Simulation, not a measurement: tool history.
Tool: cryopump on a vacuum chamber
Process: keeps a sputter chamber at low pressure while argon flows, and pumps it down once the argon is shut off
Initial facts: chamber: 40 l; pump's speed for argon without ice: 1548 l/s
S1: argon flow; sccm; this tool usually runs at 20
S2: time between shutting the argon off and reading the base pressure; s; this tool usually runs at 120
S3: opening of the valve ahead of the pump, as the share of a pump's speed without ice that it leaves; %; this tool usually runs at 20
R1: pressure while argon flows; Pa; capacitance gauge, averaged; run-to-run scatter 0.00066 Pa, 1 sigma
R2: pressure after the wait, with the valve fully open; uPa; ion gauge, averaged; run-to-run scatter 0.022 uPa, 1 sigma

run,day,S1,S2,S3,R1,R2
1,0,20,120,20,0.1142,0.85
2,4.058,19,120,20,0.1095,0.86
# day 4.983: pump warmed up, emptied and cooled again
3,8.112,19,120,20,0.104,0.77
4,10.833,20,120,20,0.111,0.81
5,14.588,20,120,20,0.1116,0.85
6,17.321,20,120,20,0.1134,0.83
7,20.988,20,120,20,0.1123,0.85
8,23.879,20,120,20,0.1122,0.86
9,27.825,20,120,20,0.1146,0.91
10,32.721,20,120,20,0.1151,0.94
11,35.221,10,120,20,0.0581,0.95
12,38.238,10,120,20,0.057,0.98
# day 40.238: pump warmed up, emptied and cooled again
13,40.612,10,120,20,0.0543,0.82
14,43.492,17,120,20,0.094,0.89
15,46.967,20,120,27,0.0825,0.9
16,50.683,38,22,20,0.2113,2.98
17,54.746,38,22,20,0.2119,2.89
18,58.217,13,66,20,0.074,1.35
19,61.7,13,66,20,0.0742,1.37
20,64.146,34,105,28,0.1427,1.06
21,66.479,36,105,19,0.2163,1.06
22,68.596,21,52,36,0.0699,1.63
23,73.412,20,32,20,0.1171,2.32
# day 75.412: pump warmed up, emptied and cooled again
24,78.479,9,66,20,0.0492,1.27
25,82.275,11,21,22,0.0556,3.08
26,85.612,11,21,22,0.0561,3.11
27,90.121,10,120,22,0.0516,1.02
28,92.879,10,120,22,0.0516,1.01
29,95.283,12,72,16,0.084,1.34
30,98.188,35,120,52,0.0815,1.06

Here are 4 independent what-if runs from the current tool condition. What would each one return?
A,102.658,15,120,52,?,?
B,102.658,18,27,20,?,?
C,102.658,32,41,47,?,?
D,102.658,21,24,23,?,?

run,R1,R2
A,0.0362,1.08
B,0.1024,2.64
C,0.0825,1.98
D,0.1052,2.94
What these runs would have given with no unlogged condition in the tool:
run,R1,R2
A,0.0321,0.62
B,0.0975,2.2
C,0.0738,1.53
D,0.0994,2.49
